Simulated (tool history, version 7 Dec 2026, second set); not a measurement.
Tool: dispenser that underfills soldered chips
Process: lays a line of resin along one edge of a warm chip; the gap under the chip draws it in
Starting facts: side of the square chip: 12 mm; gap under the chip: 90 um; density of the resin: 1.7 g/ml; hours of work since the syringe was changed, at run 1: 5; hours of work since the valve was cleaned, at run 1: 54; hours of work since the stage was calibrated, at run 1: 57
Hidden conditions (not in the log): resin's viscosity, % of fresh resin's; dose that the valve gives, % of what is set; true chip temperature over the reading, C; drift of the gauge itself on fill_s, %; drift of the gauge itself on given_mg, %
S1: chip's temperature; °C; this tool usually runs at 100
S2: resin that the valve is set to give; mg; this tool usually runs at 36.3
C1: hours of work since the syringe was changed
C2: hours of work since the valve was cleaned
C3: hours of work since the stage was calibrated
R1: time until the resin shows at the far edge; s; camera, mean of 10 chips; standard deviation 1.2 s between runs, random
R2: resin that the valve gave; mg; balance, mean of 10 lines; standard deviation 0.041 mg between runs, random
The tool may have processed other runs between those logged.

run 1 hour=0 | S1=100 S2=36.3 | C1=5 C2=54 C3=57 | R1=175.3 R2=35.45
-- hour=2.3 dispensing valve cleaned and set on the balance
-- hour=3.9 new syringe of resin
run 2 hour=12.8 | S1=100 S2=36.3 | C1=6 C2=7 C3=65 | R1=186.4 R2=36.14
-- hour=14.5 new syringe of resin
run 3 hour=23.9 | S1=100 S2=37.3 | C1=6 C2=14 C3=72 | R1=191.3 R2=37.04
-- hour=25.3 new syringe of resin
-- hour=35.8 new syringe of resin
run 4 hour=36.3 | S1=100 S2=37.3 | C1=0 C2=22 C3=80 | R1=123.8 R2=36.88
run 5 hour=44.9 | S1=100 S2=37.3 | C1=6 C2=28 C3=86 | R1=190.8 R2=36.73
-- hour=46 new syringe of resin
run 6 hour=52.7 | S1=98 S2=36.3 | C1=5 C2=33 C3=91 | R1=177.2 R2=35.72
-- hour=56.5 new syringe of resin
run 7 hour=61.3 | S1=98 S2=36.3 | C1=3 C2=38 C3=97 | R1=163 R2=35.59
-- hour=67.2 new syringe of resin
run 8 hour=71.6 | S1=98 S2=36.3 | C1=3 C2=45 C3=103 | R1=159.9 R2=35.42
-- hour=77.8 new syringe of resin
run 9 hour=79.6 | S1=98 S2=36.3 | C1=1 C2=50 C3=108 | R1=140.6 R2=35.35
-- hour=87.1 dispensing valve cleaned and set on the balance
-- hour=89.4 new syringe of resin
run 10 hour=92 | S1=98 S2=36.3 | C1=2 C2=3 C3=116 | R1=143.7 R2=36.09
-- hour=99.9 new syringe of resin
run 11 hour=101.8 | S1=106 S2=42.4 | C1=1 C2=10 C3=122 | R1=106 R2=42.1
-- hour=110.1 new syringe of resin
run 12 hour=113.6 | S1=94 S2=36.3 | C1=2 C2=17 C3=130 | R1=171.5 R2=35.97
-- hour=120.9 new syringe of resin
run 13 hour=126.9 | S1=90 S2=37.3 | C1=4 C2=26 C3=139 | R1=225.9 R2=36.76
-- hour=131.7 new syringe of resin
run 14 hour=134.7 | S1=100 S2=36.4 | C1=2 C2=31 C3=144 | R1=132 R2=35.85
-- hour=143 new syringe of resin
run 15 hour=146.4 | S1=100 S2=36.4 | C1=2 C2=39 C3=151 | R1=139.8 R2=35.67
-- hour=154.1 new syringe of resin
run 16 hour=159 | S1=111 S2=36.4 | C1=3 C2=47 C3=160 | R1=107.9 R2=35.54
-- hour=164.6 new syringe of resin
-- hour=172 dispensing valve cleaned and set on the balance
run 17 hour=172 | S1=95 S2=43.9 | C1=4 C2=0 C3=168 | R1=191 R2=43.86
-- hour=176.8 new syringe of resin
run 18 hour=183.9 | S1=95 S2=43.9 | C1=5 C2=8 C3=175 | R1=192.4 R2=43.78
-- hour=188.1 new syringe of resin
run 19 hour=197 | S1=109 S2=45.1 | C1=6 C2=16 C3=184 | R1=139.2 R2=44.75

Across each entry between runs, compare the hidden state at the last listed run before it with the hidden state at the first listed run after it:
Runs 1 to 2: dispensing valve cleaned and set on the balance (hour 2.3); new syringe of resin (hour 3.9)
  resin's viscosity, % of fresh resin's: 147.3 -> 156.3; dose that the valve gives, % of what is set: 97.43 -> 99.54; true chip temperature over the reading, C: 0.17 -> 0.21
  measured minus no-state result, R1: +56 -> +66.3 s; R2: -0.93 -> -0.17 mg
Runs 2 to 3: new syringe of resin (hour 14.5)
  resin's viscosity, % of fresh resin's: 156.3 -> 160.5; dose that the valve gives, % of what is set: 99.54 -> 99.15; true chip temperature over the reading, C: 0.21 -> 0.25
  measured minus no-state result, R1: +66.3 -> +71.3 s; R2: -0.17 -> -0.32 mg
Runs 3 to 4: new syringe of resin (hour 25.3); new syringe of resin (hour 35.8)
  resin's viscosity, % of fresh resin's: 160.5 -> 104.1; dose that the valve gives, % of what is set: 99.15 -> 98.79; true chip temperature over the reading, C: 0.25 -> 0.28
  measured minus no-state result, R1: +71.3 -> +4 s; R2: -0.32 -> -0.45 mg
Runs 5 to 6: new syringe of resin (hour 46)
  resin's viscosity, % of fresh resin's: 160.2 -> 140.9; dose that the valve gives, % of what is set: 98.52 -> 98.3; true chip temperature over the reading, C: 0.31 -> 0.33
  measured minus no-state result, R1: +70.7 -> +50.2 s; R2: -0.55 -> -0.62 mg
Runs 6 to 7: new syringe of resin (hour 56.5)
  resin's viscosity, % of fresh resin's: 140.9 -> 127.2; dose that the valve gives, % of what is set: 98.3 -> 98.04; true chip temperature over the reading, C: 0.33 -> 0.36
  measured minus no-state result, R1: +50.2 -> +33.6 s; R2: -0.62 -> -0.72 mg
Runs 7 to 8: new syringe of resin (hour 67.2)
  resin's viscosity, % of fresh resin's: 127.2 -> 125.3; dose that the valve gives, % of what is set: 98.04 -> 97.73; true chip temperature over the reading, C: 0.36 -> 0.39
  measured minus no-state result, R1: +33.6 -> +30.9 s; R2: -0.72 -> -0.82 mg
Runs 8 to 9: new syringe of resin (hour 77.8)
  resin's viscosity, % of fresh resin's: 125.3 -> 110.2; dose that the valve gives, % of what is set: 97.73 -> 97.48; true chip temperature over the reading, C: 0.39 -> 0.41
  measured minus no-state result, R1: +30.9 -> +11.7 s; R2: -0.82 -> -0.91 mg
Runs 9 to 10: dispensing valve cleaned and set on the balance (hour 87.1); new syringe of resin (hour 89.4)
  resin's viscosity, % of fresh resin's: 110.2 -> 114.9; dose that the valve gives, % of what is set: 97.48 -> 99.67; true chip temperature over the reading, C: 0.41 -> 0.45
  measured minus no-state result, R1: +11.7 -> +16.9 s; R2: -0.91 -> -0.13 mg
Runs 10 to 11: new syringe of resin (hour 99.9)
  resin's viscosity, % of fresh resin's: 114.9 -> 110.1; dose that the valve gives, % of what is set: 99.67 -> 99.37; true chip temperature over the reading, C: 0.45 -> 0.47
  measured minus no-state result, R1: +16.9 -> +8.4 s; R2: -0.13 -> -0.27 mg
Runs 11 to 12: new syringe of resin (hour 110.1)
  resin's viscosity, % of fresh resin's: 110.1 -> 118.8; dose that the valve gives, % of what is set: 99.37 -> 99; true chip temperature over the reading, C: 0.47 -> 0.51
  measured minus no-state result, R1: +8.4 -> +24.8 s; R2: -0.27 -> -0.37 mg
Runs 12 to 13: new syringe of resin (hour 120.9)
  resin's viscosity, % of fresh resin's: 118.8 -> 137.3; dose that the valve gives, % of what is set: 99 -> 98.61; true chip temperature over the reading, C: 0.51 -> 0.54
  measured minus no-state result, R1: +24.8 -> +58.5 s; R2: -0.37 -> -0.52 mg
Runs 13 to 14: new syringe of resin (hour 131.7)
  resin's viscosity, % of fresh resin's: 137.3 -> 113.4; dose that the valve gives, % of what is set: 98.61 -> 98.36; true chip temperature over the reading, C: 0.54 -> 0.56
  measured minus no-state result, R1: +58.5 -> +13.7 s; R2: -0.52 -> -0.6 mg
Runs 14 to 15: new syringe of resin (hour 143)
  resin's viscosity, % of fresh resin's: 113.4 -> 118.2; dose that the valve gives, % of what is set: 98.36 -> 98.01; true chip temperature over the reading, C: 0.56 -> 0.6
  measured minus no-state result, R1: +13.7 -> +19.5 s; R2: -0.6 -> -0.72 mg
Runs 15 to 16: new syringe of resin (hour 154.1)
  resin's viscosity, % of fresh resin's: 118.2 -> 127.5; dose that the valve gives, % of what is set: 98.01 -> 97.58; true chip temperature over the reading, C: 0.6 -> 0.64
  measured minus no-state result, R1: +19.5 -> +21.8 s; R2: -0.72 -> -0.89 mg
Runs 16 to 17: new syringe of resin (hour 164.6); dispensing valve cleaned and set on the balance (hour 172)
  resin's viscosity, % of fresh resin's: 127.5 -> 138.4; dose that the valve gives, % of what is set: 97.58 -> 99.95; true chip temperature over the reading, C: 0.64 -> 0.67
  measured minus no-state result, R1: +21.8 -> +50 s; R2: -0.89 -> -0.02 mg
Runs 17 to 18: new syringe of resin (hour 176.8)
  resin's viscosity, % of fresh resin's: 138.4 -> 140.4; dose that the valve gives, % of what is set: 99.95 -> 99.58; true chip temperature over the reading, C: 0.67 -> 0.71
  measured minus no-state result, R1: +50 -> +52.2 s; R2: -0.02 -> -0.18 mg
Runs 18 to 19: new syringe of resin (hour 188.1)
  resin's viscosity, % of fresh resin's: 140.4 -> 158; dose that the valve gives, % of what is set: 99.58 -> 99.19; true chip temperature over the reading, C: 0.71 -> 0.75
  measured minus no-state result, R1: +52.2 -> +49 s; R2: -0.18 -> -0.37 mg

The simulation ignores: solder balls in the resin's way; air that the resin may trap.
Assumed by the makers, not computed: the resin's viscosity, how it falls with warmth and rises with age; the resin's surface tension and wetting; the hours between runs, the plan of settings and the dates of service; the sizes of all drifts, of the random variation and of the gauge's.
